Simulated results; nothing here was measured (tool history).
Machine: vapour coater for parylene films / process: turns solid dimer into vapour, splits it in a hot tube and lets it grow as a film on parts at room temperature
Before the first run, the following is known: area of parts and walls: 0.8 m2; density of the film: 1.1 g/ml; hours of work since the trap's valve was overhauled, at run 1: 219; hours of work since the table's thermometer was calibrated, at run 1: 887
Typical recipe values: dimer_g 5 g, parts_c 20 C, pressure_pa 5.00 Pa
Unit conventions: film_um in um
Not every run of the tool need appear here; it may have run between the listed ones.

| run | hour | dimer_g | parts_c | pressure_pa | hours of work since the trap's valve was overhauled | hours of work since the table's thermometer was calibrated | film_um |
|---|---|---|---|---|---|---|---|
| 1 | 0.0 | 5 | 20 | 5.00 | 219 | 887 | 3.00 |
| 2 | 23.8 | 5 | 20 | 5.00 | 240 | 909 | 2.91 |
| 3 | 39.7 | 5 | 20 | 4.43 | 254 | 923 | 2.99 |
| 4 | 60.3 | 5 | 20 | 5.00 | 273 | 941 | 2.86 |
|  | 83.6 | trap's valve overhauled |
| 5 | 84.2 | 5 | 20 | 5.00 | 1 | 959 | 3.33 |
| 6 | 108.3 | 5 | 20 | 5.00 | 22 | 981 | 3.27 |
| 7 | 131.7 | 5 | 20 | 5.00 | 43 | 1002 | 3.25 |
| 8 | 152.7 | 5 | 20 | 5.00 | 62 | 1020 | 3.28 |
| 9 | 165.1 | 5 | 20 | 5.00 | 73 | 1032 | 3.19 |
| 10 | 184.3 | 5 | 20 | 5.00 | 90 | 1049 | 3.21 |
| 11 | 206.8 | 6 | 20 | 5.00 | 110 | 1069 | 3.71 |
| 12 | 231.2 | 6 | 20 | 5.00 | 132 | 1091 | 3.75 |
| 13 | 242.4 | 5 | 20 | 5.00 | 142 | 1101 | 3.14 |
| 14 | 256.1 | 5 | 20 | 5.00 | 154 | 1113 | 3.08 |
| 15 | 267.5 | 5 | 20 | 5.00 | 165 | 1123 | 3.04 |
| 16 | 278.9 | 5 | 20 | 5.00 | 175 | 1133 | 3.02 |
| 17 | 296.0 | 3 | 20 | 5.00 | 190 | 1149 | 1.82 |
| 18 | 311.0 | 5 | 20 | 5.00 | 204 | 1162 | 3.01 |
| 19 | 333.3 | 5 | 20 | 5.00 | 224 | 1182 | 2.93 |
| 20 | 354.0 | 5 | 20 | 5.00 | 242 | 1201 | 2.93 |
| 21 | 377.4 | 4 | 31 | 11.42 | 263 | 1222 | 1.50 |
| 22 | 391.8 | 3 | 22 | 11.32 | 276 | 1235 | 1.47 |
| 23 | 403.5 | 5 | 20 | 11.30 | 286 | 1245 | 2.62 |
|  | 411.6 | trap's valve overhauled |
| 24 | 428.0 | 2 | 26 | 3.29 | 15 | 1263 | 1.15 |
| 25 | 453.1 | 2 | 26 | 3.29 | 37 | 1286 | 1.16 |
| 26 | 470.9 | 2 | 26 | 3.29 | 53 | 1302 | 1.19 |
| 27 | 487.3 | 2 | 26 | 3.29 | 68 | 1316 | 1.12 |
|  | 490.0 | table's thermometer calibrated |
| 28 | 503.0 | 6 | 23 | 4.25 | 81 | 12 | 3.57 |
| 29 | 517.3 | 6 | 23 | 4.25 | 94 | 24 | 3.56 |
| 30 | 536.4 | 6 | 18 | 3.23 | 111 | 42 | 4.23 |
| 31 | 551.6 | 4 | 20 | 4.10 | 124 | 55 | 2.56 |
|  | 569.0 | table's thermometer calibrated, once more |
| 32 | 577.4 | 4 | 20 | 4.10 | 147 | 7 | 2.55 |
| 33 | 588.8 | 4 | 24 | 5.00 | 157 | 18 | 2.19 |
| 34 | 608.4 | 4 | 24 | 2.18 | 174 | 35 | 2.40 |
| 35 | 624.7 | 7 | 16 | 11.59 | 189 | 50 | 4.26 |
| 36 | 638.1 | 7 | 16 | 11.59 | 201 | 62 | 4.25 |
| 37 | 651.1 | 3 | 24 | 2.18 | 213 | 73 | 1.78 |
| 38 | 675.3 | 8 | 24 | 4.87 | 234 | 95 | 4.23 |
| 39 | 688.0 | 8 | 24 | 5.55 | 246 | 106 | 4.15 |
| 40 | 699.8 | 3 | 14 | 2.20 | 256 | 117 | 2.34 |

3 ways to go on from here, each from the tool as it stands after run 40. What would each give?
| A | 711.8 | 2 | 31 | 7.15 | 267 | 128 | ? |
| B | 711.8 | 5 | 20 | 11.42 | 267 | 128 | ? |
| C | 711.8 | 3 | 28 | 9.22 | 267 | 128 | ? |

| run | film_um |
|---|---|
| A | 0.83 |
| B | 2.56 |
| C | 1.26 |
What these runs would have given with no unlogged condition in the tool:
| run | film_um |
|---|---|
| A | 0.96 |
| B | 2.97 |
| C | 1.46 |

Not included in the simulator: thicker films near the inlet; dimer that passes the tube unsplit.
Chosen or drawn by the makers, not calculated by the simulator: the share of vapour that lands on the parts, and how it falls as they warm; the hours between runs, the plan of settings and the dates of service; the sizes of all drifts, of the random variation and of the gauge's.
